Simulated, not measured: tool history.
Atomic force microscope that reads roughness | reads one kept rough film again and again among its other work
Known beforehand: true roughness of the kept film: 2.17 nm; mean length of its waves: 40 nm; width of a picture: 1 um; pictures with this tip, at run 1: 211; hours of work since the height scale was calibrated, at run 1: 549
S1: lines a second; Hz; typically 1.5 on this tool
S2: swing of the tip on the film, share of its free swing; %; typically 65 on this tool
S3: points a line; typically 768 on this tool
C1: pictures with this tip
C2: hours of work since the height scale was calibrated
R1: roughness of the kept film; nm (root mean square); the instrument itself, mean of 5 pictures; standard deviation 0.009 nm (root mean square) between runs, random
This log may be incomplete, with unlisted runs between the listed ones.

run,hour,S1,S2,S3,C1,C2,R1
1,0,1.5,65,768,211,549,1.774
# hour 18.8: new tip fitted
2,67.3,1.5,65,260,49,586,1.928
3,149.9,1.5,65,260,132,632,1.857
4,193.4,1.5,65,260,176,655,1.826
# hour 245.5: new tip fitted
5,264.4,1.5,65,260,19,694,1.965
6,344.9,1.5,63,260,100,738,1.886
7,421.4,1.5,63,260,177,780,1.806
# hour 474.7: new tip fitted
8,480.2,1.5,63,260,5,813,1.971
9,561.9,0.75,82,276,87,857,1.866
10,630.1,0.74,82,759,156,895,1.812
11,684.9,1.11,82,714,211,925,1.739
# hour 702: new tip fitted
12,728.3,1.5,55,750,26,949,1.987
13,779.1,1.5,67,627,77,976,1.915
14,838.7,1.48,60,799,137,1009,1.872
15,896.8,1.9,72,361,196,1041,1.743

Below are 4 alternative next runs, each starting from the tool's condition after run 15. Predict each:
# hour 931.4: new tip fitted
A,959.1,0.9,65,267,28,1075,?
# hour 931.4: new tip fitted
B,959.1,2.8,72,361,28,1075,?
# hour 931.4: new tip fitted
C,959.1,1.26,66,712,28,1075,?
# hour 931.4: new tip fitted
D,959.1,0.52,67,319,28,1075,?

run,R1
A,1.998
B,1.834
C,1.958
D,2.006
What these runs would have given with no unlogged condition in the tool:
run,R1
A,2.048
B,1.88
C,2.007
D,2.056
